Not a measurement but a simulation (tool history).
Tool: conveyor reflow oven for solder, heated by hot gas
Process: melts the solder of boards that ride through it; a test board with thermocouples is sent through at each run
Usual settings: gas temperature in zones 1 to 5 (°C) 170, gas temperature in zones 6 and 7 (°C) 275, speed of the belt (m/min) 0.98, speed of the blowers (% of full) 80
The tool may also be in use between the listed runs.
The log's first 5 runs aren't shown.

run	day	gas temperature in zones 1 to 5 (°C)	gas temperature in zones 6 and 7 (°C)	speed of the belt (m/min)	speed of the blowers (% of full)	highest temperature of the board (°C)	time above the solder's melting point (s)
6	2.733	170	275	0.98	50	252.2	35.5
7	3.171	170	275	0.98	50	252.9	35.2
8	3.85	170	275	0.98	50	252	35.1
9	4.242	170	275	0.98	50	252.6	35.1
# day 4.762: flux residue cleaned out of gas plates and filters
10	5.125	170	275	0.98	50	253.2	36.2
11	5.721	170	275	0.98	50	253.3	35.9
12	6.425	170	275	0.98	58	256	37.6
13	6.854	170	275	0.98	58	255.5	37.5
14	7.45	172	275	0.98	58	256.4	37.9
# day 7.683: belt drive overhauled, speed set with a stopwatch
15	8.15	172	275	0.98	73	260.1	40.1
16	8.796	172	275	0.98	73	260.7	39.8
17	9.254	172	275	0.98	73	258.7	40.1

Run 18 comes next. What will it give?
# day 9.758: belt drive overhauled, speed set with a stopwatch, once more
18	10.083	170	283	0.98	89	?	?

highest temperature of the board (°C): 268.1
time above the solder's melting point (s): 41.8
Without the tool's hidden state the same run would have given highest temperature of the board (°C) 270.2, time above the solder's melting point (s) 42.5.

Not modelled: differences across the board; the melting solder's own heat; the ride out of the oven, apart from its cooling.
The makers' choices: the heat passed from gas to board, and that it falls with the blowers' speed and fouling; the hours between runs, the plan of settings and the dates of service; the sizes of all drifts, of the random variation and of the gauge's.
